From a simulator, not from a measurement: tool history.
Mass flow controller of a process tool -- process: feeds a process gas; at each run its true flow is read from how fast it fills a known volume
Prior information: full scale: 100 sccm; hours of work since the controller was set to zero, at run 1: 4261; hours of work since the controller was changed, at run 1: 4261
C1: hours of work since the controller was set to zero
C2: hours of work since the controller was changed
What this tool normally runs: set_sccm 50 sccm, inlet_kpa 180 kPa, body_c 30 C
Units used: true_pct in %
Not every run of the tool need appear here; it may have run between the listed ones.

Run 1, hour 0.0: usual settings; C1 4261; C2 4261. Result: true_pct 99.79 %.
Run 2, hour 164.6: usual settings; C1 4350; C2 4350. Result: true_pct 99.97 %.
Run 3, hour 249.0: usual settings; C1 4395; C2 4395. Result: true_pct 100.00 %.
Run 4, hour 396.7: usual settings; C1 4475; C2 4475. Result: true_pct 100.01 %.
Run 5, hour 580.7: usual settings; C1 4574; C2 4574. Result: true_pct 100.11 %.
Run 6, hour 662.3: usual settings but inlet_kpa 231 kPa; C1 4618; C2 4618. Result: true_pct 100.35 %.
Run 7, hour 774.9: usual settings but inlet_kpa 231 kPa; C1 4678; C2 4678. Result: true_pct 100.38 %.
Run 8, hour 887.5: usual settings but inlet_kpa 231 kPa; C1 4739; C2 4739. Result: true_pct 100.69 %.
Run 9, hour 1010.1: usual settings but inlet_kpa 213 kPa; C1 4805; C2 4805. Result: true_pct 100.33 %.
Run 10, hour 1151.0: usual settings but inlet_kpa 213 kPa; C1 4880; C2 4880. Result: true_pct 100.38 %.
Run 11, hour 1288.8: usual settings but set_sccm 23 sccm, inlet_kpa 251 kPa; C1 4954; C2 4954. Result: true_pct 102.57 %.
At hour 1312.1: controller's zero set anew.
Run 12, hour 1412.6: usual settings but set_sccm 20 sccm, inlet_kpa 273 kPa, body_c 26 C; C1 54; C2 5021. Result: true_pct 105.55 %.
Run 13, hour 1567.0: usual settings but set_sccm 22 sccm, inlet_kpa 145 kPa, body_c 27 C; C1 137; C2 5104. Result: true_pct 104.09 %.
Run 14, hour 1757.6: usual settings but set_sccm 22 sccm, inlet_kpa 145 kPa, body_c 27 C; C1 239; C2 5206. Result: true_pct 104.12 %.

Run 15 is up next; what results do you expect?
Run 15, hour 1839.7: usual settings but set_sccm 22 sccm, inlet_kpa 145 kPa, body_c 27 C; C1 284; C2 5250. Result: true_pct ?.

Run 15 came out at true_pct 104.18 %.
With the hidden condition absent and the run-to-run variation left alone, this run would have shown true_pct 97.33 %.

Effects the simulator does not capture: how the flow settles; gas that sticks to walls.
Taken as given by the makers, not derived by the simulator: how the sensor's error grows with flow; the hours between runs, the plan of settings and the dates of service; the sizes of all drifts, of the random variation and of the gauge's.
